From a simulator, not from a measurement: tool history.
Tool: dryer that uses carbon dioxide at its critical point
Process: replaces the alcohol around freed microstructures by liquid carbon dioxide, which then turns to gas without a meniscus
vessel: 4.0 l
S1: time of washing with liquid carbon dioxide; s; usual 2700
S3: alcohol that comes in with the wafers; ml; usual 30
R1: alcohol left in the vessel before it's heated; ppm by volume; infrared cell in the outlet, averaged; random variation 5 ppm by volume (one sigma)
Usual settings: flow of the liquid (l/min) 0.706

run 1 hour=0.0 | S1=2700 flow_of_the_liquid_(l/min)=0.706 S3=30 | R1=45
run 2 hour=42.9 | S1=2700 flow_of_the_liquid_(l/min)=0.594 S3=30 | R1=91
run 3 hour=73.8 | S1=2700 flow_of_the_liquid_(l/min)=0.594 S3=30 | R1=87
run 4 hour=102.6 | S1=2700 flow_of_the_liquid_(l/min)=0.594 S3=30 | R1=94
run 5 hour=166.7 | S1=2700 flow_of_the_liquid_(l/min)=0.594 S3=30 | R1=105
run 6 hour=233.8 | S1=2700 flow_of_the_liquid_(l/min)=0.594 S3=30 | R1=98
-- hour=243.2 inlet filter changed
run 7 hour=294.2 | S1=3780 flow_of_the_liquid_(l/min)=0.706 S3=30 | R1=16
run 8 hour=338.2 | S1=3780 flow_of_the_liquid_(l/min)=0.706 S3=30 | R1=29
run 9 hour=387.2 | S1=3780 flow_of_the_liquid_(l/min)=0.706 S3=30 | R1=26
run 10 hour=424.1 | S1=3780 flow_of_the_liquid_(l/min)=0.706 S3=30 | R1=21
run 11 hour=493.5 | S1=3780 flow_of_the_liquid_(l/min)=0.706 S3=30 | R1=25
run 12 hour=540.5 | S1=2700 flow_of_the_liquid_(l/min)=0.577 S3=30 | R1=129
run 13 hour=588.5 | S1=2700 flow_of_the_liquid_(l/min)=0.706 S3=30 | R1=74
run 14 hour=631.7 | S1=2700 flow_of_the_liquid_(l/min)=0.706 S3=30 | R1=79
-- hour=667.5 inlet filter changed
run 15 hour=668.9 | S1=2700 flow_of_the_liquid_(l/min)=0.706 S3=30 | R1=62
run 16 hour=711.2 | S1=2700 flow_of_the_liquid_(l/min)=0.706 S3=30 | R1=62
run 17 hour=745.7 | S1=2700 flow_of_the_liquid_(l/min)=0.706 S3=95 | R1=123
run 18 hour=813.4 | S1=2700 flow_of_the_liquid_(l/min)=0.706 S3=30 | R1=73
run 19 hour=874.1 | S1=2700 flow_of_the_liquid_(l/min)=0.706 S3=30 | R1=71
run 20 hour=939.8 | S1=2700 flow_of_the_liquid_(l/min)=0.706 S3=30 | R1=73
run 21 hour=986.1 | S1=2700 flow_of_the_liquid_(l/min)=0.517 S3=30 | R1=192
run 22 hour=1024.4 | S1=2700 flow_of_the_liquid_(l/min)=0.517 S3=30 | R1=205
run 23 hour=1061.4 | S1=2700 flow_of_the_liquid_(l/min)=0.517 S3=30 | R1=211
-- hour=1091.0 inlet filter changed
run 24 hour=1091.0 | S1=2700 flow_of_the_liquid_(l/min)=0.946 S3=30 | R1=40
run 25 hour=1125.2 | S1=2700 flow_of_the_liquid_(l/min)=0.946 S3=30 | R1=52
run 26 hour=1185.2 | S1=2700 flow_of_the_liquid_(l/min)=0.896 S3=30 | R1=54
run 27 hour=1237.4 | S1=2760 flow_of_the_liquid_(l/min)=0.769 S3=23 | R1=64
run 28 hour=1283.9 | S1=2760 flow_of_the_liquid_(l/min)=0.769 S3=23 | R1=52
run 29 hour=1319.0 | S1=3180 flow_of_the_liquid_(l/min)=0.706 S3=30 | R1=64
run 30 hour=1357.4 | S1=3120 flow_of_the_liquid_(l/min)=0.553 S3=33 | R1=125
run 31 hour=1409.7 | S1=3120 flow_of_the_liquid_(l/min)=0.553 S3=33 | R1=109
run 32 hour=1467.8 | S1=3120 flow_of_the_liquid_(l/min)=0.553 S3=33 | R1=123
-- hour=1515.0 inlet filter changed
run 33 hour=1537.4 | S1=3120 flow_of_the_liquid_(l/min)=0.553 S3=33 | R1=108
run 34 hour=1603.0 | S1=1620 flow_of_the_liquid_(l/min)=1.114 S3=89 | R1=170
run 35 hour=1633.7 | S1=1620 flow_of_the_liquid_(l/min)=1.114 S3=89 | R1=170
run 36 hour=1661.9 | S1=1680 flow_of_the_liquid_(l/min)=0.508 S3=46 | R1=1048
run 37 hour=1727.4 | S1=2280 flow_of_the_liquid_(l/min)=0.593 S3=90 | R1=546
run 38 hour=1797.1 | S1=3300 flow_of_the_liquid_(l/min)=0.889 S3=99 | R1=57
run 39 hour=1838.4 | S1=3300 flow_of_the_liquid_(l/min)=0.889 S3=99 | R1=64
run 40 hour=1898.8 | S1=2760 flow_of_the_liquid_(l/min)=1.083 S3=53 | R1=71
-- hour=1940.5 inlet filter changed
run 41 hour=1944.9 | S1=2760 flow_of_the_liquid_(l/min)=1.083 S3=53 | R1=69
run 42 hour=1996.6 | S1=2760 flow_of_the_liquid_(l/min)=1.083 S3=53 | R1=79
run 43 hour=2060.9 | S1=2760 flow_of_the_liquid_(l/min)=1.083 S3=53 | R1=76
run 44 hour=2094.5 | S1=2400 flow_of_the_liquid_(l/min)=0.592 S3=30 | R1=205
run 45 hour=2157.6 | S1=3420 flow_of_the_liquid_(l/min)=0.843 S3=41 | R1=80
run 46 hour=2211.3 | S1=2940 flow_of_the_liquid_(l/min)=0.683 S3=30 | R1=105
run 47 hour=2246.1 | S1=2940 flow_of_the_liquid_(l/min)=0.683 S3=30 | R1=100
run 48 hour=2313.8 | S1=2700 flow_of_the_liquid_(l/min)=1.065 S3=30 | R1=82

Measured less the same run without the tool's hidden state. The same run-to-run variation is in both; the gauge's scatter may not be:
The hidden state here: flow that reaches the vessel past the clogged filter, %; alcohol in the recycled carbon dioxide, ppm; drift of the gauge itself on alcohol_ppm, %.
run=1 R1=+9
run=2 R1=+19
run=3 R1=+22
run=4 R1=+24
run=5 R1=+31
run=6 R1=+38
run=7 R1=+13
run=8 R1=+15
run=9 R1=+16
run=10 R1=+18
run=11 R1=+19
run=12 R1=+41
run=13 R1=+32
run=14 R1=+36
run=15 R1=+26
run=16 R1=+28
run=17 R1=+36
run=18 R1=+35
run=19 R1=+37
run=20 R1=+42
run=21 R1=+69
run=22 R1=+74
run=23 R1=+78
run=24 R1=+37
run=25 R1=+39
run=26 R1=+41
run=27 R1=+45
run=28 R1=+45
run=29 R1=+48
run=30 R1=+59
run=31 R1=+64
run=32 R1=+71
run=33 R1=+52
run=34 R1=+61
run=35 R1=+67
run=36 R1=+118
run=37 R1=+127
run=38 R1=+57
run=39 R1=+62
run=40 R1=+62
run=41 R1=+62
run=42 R1=+64
run=43 R1=+67
run=44 R1=+80
run=45 R1=+71
run=46 R1=+78
run=47 R1=+79
run=48 R1=+76

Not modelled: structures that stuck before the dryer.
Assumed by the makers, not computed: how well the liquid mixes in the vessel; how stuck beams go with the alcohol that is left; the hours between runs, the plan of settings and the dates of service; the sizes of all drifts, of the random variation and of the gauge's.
